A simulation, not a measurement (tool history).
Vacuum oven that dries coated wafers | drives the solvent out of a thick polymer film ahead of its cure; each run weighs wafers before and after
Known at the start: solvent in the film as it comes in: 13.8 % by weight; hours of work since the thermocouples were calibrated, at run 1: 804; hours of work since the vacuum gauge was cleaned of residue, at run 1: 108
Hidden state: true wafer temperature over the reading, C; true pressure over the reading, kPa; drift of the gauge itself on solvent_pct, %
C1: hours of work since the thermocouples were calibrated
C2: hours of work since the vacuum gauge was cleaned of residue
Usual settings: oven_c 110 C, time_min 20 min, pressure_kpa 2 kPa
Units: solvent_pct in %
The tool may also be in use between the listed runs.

run 1 day=0 | oven_c=110 time_min=20 pressure_kpa=2 | C1=804 C2=108 | solvent_pct=0.96
run 2 day=0.462 | oven_c=110 time_min=20 pressure_kpa=2 | C1=811 C2=115 | solvent_pct=0.96
run 3 day=1.4 | oven_c=109 time_min=20 pressure_kpa=2 | C1=825 C2=129 | solvent_pct=1.05
run 4 day=2.158 | oven_c=110 time_min=20 pressure_kpa=2 | C1=836 C2=140 | solvent_pct=0.98
run 5 day=2.854 | oven_c=110 time_min=20 pressure_kpa=5.08 | C1=846 C2=150 | solvent_pct=1.86
run 6 day=3.888 | oven_c=110 time_min=20 pressure_kpa=2 | C1=862 C2=166 | solvent_pct=0.96
run 7 day=4.442 | oven_c=101 time_min=20 pressure_kpa=2 | C1=870 C2=174 | solvent_pct=2.05
run 8 day=5.421 | oven_c=110 time_min=17 pressure_kpa=2 | C1=884 C2=188 | solvent_pct=1.19
run 9 day=6.262 | oven_c=110 time_min=17 pressure_kpa=2 | C1=897 C2=201 | solvent_pct=1.2
run 10 day=7.075 | oven_c=110 time_min=17 pressure_kpa=2 | C1=909 C2=213 | solvent_pct=1.17
run 11 day=8.117 | oven_c=110 time_min=17 pressure_kpa=2 | C1=924 C2=228 | solvent_pct=1.21
run 12 day=8.883 | oven_c=110 time_min=17 pressure_kpa=2 | C1=936 C2=240 | solvent_pct=1.19
run 13 day=9.917 | oven_c=110 time_min=17 pressure_kpa=2 | C1=951 C2=255 | solvent_pct=1.19
run 14 day=10.525 | oven_c=110 time_min=17 pressure_kpa=2 | C1=960 C2=264 | solvent_pct=1.21
run 15 day=11.171 | oven_c=110 time_min=20 pressure_kpa=2 | C1=970 C2=274 | solvent_pct=0.97
run 16 day=12.217 | oven_c=110 time_min=20 pressure_kpa=2 | C1=985 C2=289 | solvent_pct=0.98
run 17 day=12.721 | oven_c=110 time_min=20 pressure_kpa=2 | C1=993 C2=297 | solvent_pct=0.98
run 18 day=13.404 | oven_c=110 time_min=20 pressure_kpa=2 | C1=1003 C2=307 | solvent_pct=0.98
run 19 day=14.5 | oven_c=110 time_min=20 pressure_kpa=2 | C1=1019 C2=323 | solvent_pct=0.97
run 20 day=15.129 | oven_c=110 time_min=20 pressure_kpa=2 | C1=1028 C2=333 | solvent_pct=0.96
run 21 day=16.104 | oven_c=110 time_min=20 pressure_kpa=2 | C1=1043 C2=347 | solvent_pct=0.96
run 22 day=17.142 | oven_c=110 time_min=20 pressure_kpa=1.4 | C1=1058 C2=362 | solvent_pct=0.8
run 23 day=17.992 | oven_c=110 time_min=29 pressure_kpa=2 | C1=1071 C2=375 | solvent_pct=0.72
run 24 day=18.971 | oven_c=111 time_min=10 pressure_kpa=1.49 | C1=1085 C2=389 | solvent_pct=2.22
run 25 day=19.658 | oven_c=111 time_min=10 pressure_kpa=1.49 | C1=1096 C2=400 | solvent_pct=2.23
run 26 day=20.229 | oven_c=105 time_min=16 pressure_kpa=2.76 | C1=1104 C2=408 | solvent_pct=2.21
run 27 day=20.996 | oven_c=105 time_min=16 pressure_kpa=2.76 | C1=1116 C2=420 | solvent_pct=2.24
run 28 day=21.504 | oven_c=100 time_min=12 pressure_kpa=1.65 | C1=1123 C2=427 | solvent_pct=3.76
run 29 day=22.133 | oven_c=124 time_min=36 pressure_kpa=1.23 | C1=1132 C2=436 | solvent_pct=0.26
run 30 day=23.183 | oven_c=124 time_min=36 pressure_kpa=1.23 | C1=1148 C2=452 | solvent_pct=0.25
run 31 day=23.879 | oven_c=124 time_min=36 pressure_kpa=1.23 | C1=1158 C2=462 | solvent_pct=0.28
run 32 day=24.408 | oven_c=110 time_min=25 pressure_kpa=7.04 | C1=1166 C2=470 | solvent_pct=2.29
run 33 day=25.338 | oven_c=111 time_min=28 pressure_kpa=7.04 | C1=1180 C2=484 | solvent_pct=2.13
run 34 day=25.979 | oven_c=111 time_min=28 pressure_kpa=7.04 | C1=1189 C2=494 | solvent_pct=2.15
run 35 day=26.596 | oven_c=111 time_min=13 pressure_kpa=1.95 | C1=1199 C2=503 | solvent_pct=1.59
run 36 day=27.271 | oven_c=111 time_min=13 pressure_kpa=1.95 | C1=1209 C2=513 | solvent_pct=1.6
run 37 day=27.821 | oven_c=119 time_min=13 pressure_kpa=4.28 | C1=1217 C2=521 | solvent_pct=1.3
run 38 day=28.896 | oven_c=119 time_min=13 pressure_kpa=4.28 | C1=1233 C2=537 | solvent_pct=1.29
run 39 day=29.742 | oven_c=119 time_min=13 pressure_kpa=4.28 | C1=1245 C2=549 | solvent_pct=1.29
run 40 day=30.221 | oven_c=124 time_min=17 pressure_kpa=3.74 | C1=1252 C2=556 | solvent_pct=0.76
run 41 day=31.312 | oven_c=124 time_min=17 pressure_kpa=3.74 | C1=1269 C2=573 | solvent_pct=0.77
run 42 day=32.338 | oven_c=124 time_min=20 pressure_kpa=2.16 | C1=1284 C2=588 | solvent_pct=0.46
run 43 day=33.183 | oven_c=124 time_min=20 pressure_kpa=2.16 | C1=1296 C2=600 | solvent_pct=0.44
run 44 day=33.729 | oven_c=124 time_min=20 pressure_kpa=2.16 | C1=1305 C2=609 | solvent_pct=0.47
run 45 day=34.829 | oven_c=110 time_min=20 pressure_kpa=2.22 | C1=1321 C2=625 | solvent_pct=1.02

Hidden state or all else? Some run-to-run changes of solvent_pct, split into what the settings, what came in and random variation would give without the hidden state, and what is left for the hidden state (with any gauge scatter that isn't in both results):
Run 23 -> 24: oven_c 110 -> 111, time_min 29 -> 10, pressure_kpa 2 -> 1.49. solvent_pct +1.5 %: hidden state -0.14, all else +1.64.
Run 27 -> 28: oven_c 105 -> 100, time_min 16 -> 12, pressure_kpa 2.76 -> 1.65. solvent_pct +1.52 %: hidden state -0.06, all else +1.58.
Run 28 -> 29: oven_c 100 -> 124, time_min 12 -> 36, pressure_kpa 1.65 -> 1.23. solvent_pct -3.5 %: hidden state +0.22, all else -3.72.
Run 31 -> 32: oven_c 124 -> 110, time_min 36 -> 25, pressure_kpa 1.23 -> 7.04. solvent_pct +2.01 %: hidden state -0.09, all else +2.1.

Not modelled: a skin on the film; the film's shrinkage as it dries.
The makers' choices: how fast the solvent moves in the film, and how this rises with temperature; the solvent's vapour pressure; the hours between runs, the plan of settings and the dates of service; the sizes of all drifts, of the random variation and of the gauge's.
